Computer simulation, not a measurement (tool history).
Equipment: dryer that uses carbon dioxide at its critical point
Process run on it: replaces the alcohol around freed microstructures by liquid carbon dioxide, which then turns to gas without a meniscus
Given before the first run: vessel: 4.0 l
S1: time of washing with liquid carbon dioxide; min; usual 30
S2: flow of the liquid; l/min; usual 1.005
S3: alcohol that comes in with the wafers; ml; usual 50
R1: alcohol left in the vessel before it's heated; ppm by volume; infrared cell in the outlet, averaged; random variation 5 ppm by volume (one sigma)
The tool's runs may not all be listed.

run 1 hour=0.0 | S1=30 S2=1.005 S3=50 | R1=27
run 2 hour=11.3 | S1=30 S2=1.005 S3=50 | R1=21
run 3 hour=18.6 | S1=30 S2=1.005 S3=50 | R1=19
run 4 hour=30.5 | S1=30 S2=1.005 S3=50 | R1=24
run 5 hour=44.9 | S1=30 S2=1.005 S3=50 | R1=30
run 6 hour=59.1 | S1=30 S2=1.005 S3=50 | R1=30
run 7 hour=72.5 | S1=30 S2=1.005 S3=50 | R1=31
run 8 hour=86.9 | S1=30 S2=1.005 S3=50 | R1=44
run 9 hour=102.8 | S1=29 S2=1.005 S3=27 | R1=28
run 10 hour=118.1 | S1=29 S2=1.005 S3=27 | R1=27
run 11 hour=125.1 | S1=45 S2=1.000 S3=36 | R1=21
run 12 hour=139.5 | S1=41 S2=1.005 S3=21 | R1=17
run 13 hour=149.3 | S1=41 S2=1.005 S3=21 | R1=15
run 14 hour=155.9 | S1=43 S2=0.680 S3=31 | R1=21
run 15 hour=171.8 | S1=32 S2=1.290 S3=79 | R1=24
run 16 hour=181.9 | S1=46 S2=1.070 S3=51 | R1=14

Forecast each of these 5 alternatives for the next run:
run A hour=189.8 | S1=34 S2=1.005 S3=50 | R1=?
run B hour=189.8 | S1=30 S2=1.005 S3=23 | R1=?
run C hour=189.8 | S1=27 S2=0.910 S3=30 | R1=?
run D hour=189.8 | S1=30 S2=1.005 S3=35 | R1=?
run E hour=189.8 | S1=22 S2=0.630 S3=50 | R1=?

run=A R1=31
run=B R1=22
run=C R1=55
run=D R1=32
run=E R1=623
Without the tool's hidden state the same runs would have given:
run=A R1=15
run=B R1=7
run=C R1=37
run=D R1=16
run=E R1=581
